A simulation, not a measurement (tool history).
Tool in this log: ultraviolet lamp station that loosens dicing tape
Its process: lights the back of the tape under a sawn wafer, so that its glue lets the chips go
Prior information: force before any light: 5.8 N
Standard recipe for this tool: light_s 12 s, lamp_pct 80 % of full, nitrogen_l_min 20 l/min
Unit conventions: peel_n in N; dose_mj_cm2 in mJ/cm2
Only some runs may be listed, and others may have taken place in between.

run 1 hour=0 | light_s=12 lamp_pct=80 nitrogen_l_min=20 | peel_n=0.246 dose_mj_cm2=391
run 2 hour=17.9 | light_s=12 lamp_pct=80 nitrogen_l_min=20 | peel_n=0.24 dose_mj_cm2=386
run 3 hour=46.1 | light_s=12 lamp_pct=80 nitrogen_l_min=20 | peel_n=0.238 dose_mj_cm2=389
-- hour=48.4 window cleaned of glue's vapour
run 4 hour=74 | light_s=12 lamp_pct=80 nitrogen_l_min=20 | peel_n=0.263 dose_mj_cm2=372
run 5 hour=100.9 | light_s=12 lamp_pct=80 nitrogen_l_min=20 | peel_n=0.256 dose_mj_cm2=376
run 6 hour=129.6 | light_s=7 lamp_pct=80 nitrogen_l_min=20 | peel_n=0.749 dose_mj_cm2=217
-- hour=145.1 window cleaned of glue's vapour, once more
run 7 hour=157.7 | light_s=7 lamp_pct=80 nitrogen_l_min=10 | peel_n=1.028 dose_mj_cm2=221
run 8 hour=172.6 | light_s=7 lamp_pct=80 nitrogen_l_min=10 | peel_n=1.027 dose_mj_cm2=221
run 9 hour=186.9 | light_s=8 lamp_pct=90 nitrogen_l_min=8 | peel_n=0.756 dose_mj_cm2=287
run 10 hour=212.9 | light_s=12 lamp_pct=64 nitrogen_l_min=20 | peel_n=0.393 dose_mj_cm2=303
run 11 hour=242 | light_s=12 lamp_pct=64 nitrogen_l_min=20 | peel_n=0.405 dose_mj_cm2=299

Branching from run 11: 3 alternative next runs. What would each branch give?
run A hour=258.5 | light_s=15 lamp_pct=80 nitrogen_l_min=20 | peel_n=? dose_mj_cm2=?
run B hour=258.5 | light_s=7 lamp_pct=92 nitrogen_l_min=8 | peel_n=? dose_mj_cm2=?
run C hour=258.5 | light_s=8 lamp_pct=68 nitrogen_l_min=11 | peel_n=? dose_mj_cm2=?

run=A peel_n=0.177 dose_mj_cm2=462
run=B peel_n=0.973 dose_mj_cm2=248
run=C peel_n=1.046 dose_mj_cm2=215
Had the tool no hidden state, the same runs would have come out as:
run=A peel_n=0.158 dose_mj_cm2=514
run=B peel_n=0.811 dose_mj_cm2=276
run=C peel_n=0.878 dose_mj_cm2=239
